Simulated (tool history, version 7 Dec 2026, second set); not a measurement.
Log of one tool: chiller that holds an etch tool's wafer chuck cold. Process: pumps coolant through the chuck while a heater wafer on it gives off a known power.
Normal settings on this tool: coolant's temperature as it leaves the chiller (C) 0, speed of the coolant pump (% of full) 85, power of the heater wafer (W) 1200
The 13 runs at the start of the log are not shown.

| run | hour | coolant's temperature as it leaves the chiller (C) | speed of the coolant pump (% of full) | power of the heater wafer (W) | chuck's temperature once it has settled (C) | how much warmer the coolant comes back (C) |
|---|---|---|---|---|---|---|
| 14 | 2016.6 | 8 | 85 | 1200 | 24.4 | 5.82 |
| 15 | 2229.8 | 8 | 85 | 1200 | 24.3 | 5.87 |
| 16 | 2394.3 | 0 | 85 | 1200 | 16.2 | 5.88 |
| 17 | 2517.3 | 0 | 85 | 1200 | 16.4 | 5.81 |
| 18 | 2613.0 | 0 | 85 | 1200 | 16.3 | 5.83 |
| 19 | 2811.7 | 0 | 95 | 1407 | 17.4 | 6.10 |
| 20 | 3001.9 | 1 | 74 | 1407 | 23.4 | 7.95 |
| 21 | 3196.5 | -9 | 85 | 1200 | 7.7 | 5.84 |
| 22 | 3335.3 | 10 | 85 | 966 | 23.4 | 4.70 |
| 23 | 3497.3 | 0 | 86 | 1163 | 16.1 | 5.62 |
| 24 | 3691.9 | 9 | 86 | 624 | 17.4 | 3.04 |
| 25 | 3911.3 | 9 | 94 | 1275 | 25.4 | 5.69 |
| 26 | 4046.4 | -1 | 85 | 665 | 8.2 | 3.28 |
| 27 | 4207.7 | 0 | 84 | 1200 | 17.1 | 6.00 |
| 28 | 4362.7 | -2 | 68 | 1530 | 25.1 | 9.56 |
| 29 | 4495.1 | 5 | 68 | 1376 | 29.5 | 8.60 |
| 30 | 4700.3 | 0 | 68 | 1376 | 24.6 | 8.60 |
| 31 | 4860.7 | 8 | 68 | 716 | 20.7 | 4.46 |

4 ways to go on from here, each from the tool as it stands after run 31. What would each give?
| A | 4973.7 | -4 | 85 | 1200 | ? | ? |
| B | 4973.7 | 6 | 92 | 767 | ? | ? |
| C | 4973.7 | 0 | 85 | 758 | ? | ? |
| D | 4973.7 | 8 | 77 | 716 | ? | ? |

| run | chuck's temperature once it has settled (C) | how much warmer the coolant comes back (C) |
|---|---|---|
| A | 13.2 | 5.96 |
| B | 16.3 | 3.47 |
| C | 10.8 | 3.79 |
| D | 19.2 | 3.95 |
Without the tool's hidden state the same runs would have given:
| run | chuck's temperature once it has settled (C) | how much warmer the coolant comes back (C) |
|---|---|---|
| A | 10.0 | 5.26 |
| B | 14.5 | 3.06 |
| C | 8.9 | 3.35 |
| D | 17.3 | 3.49 |
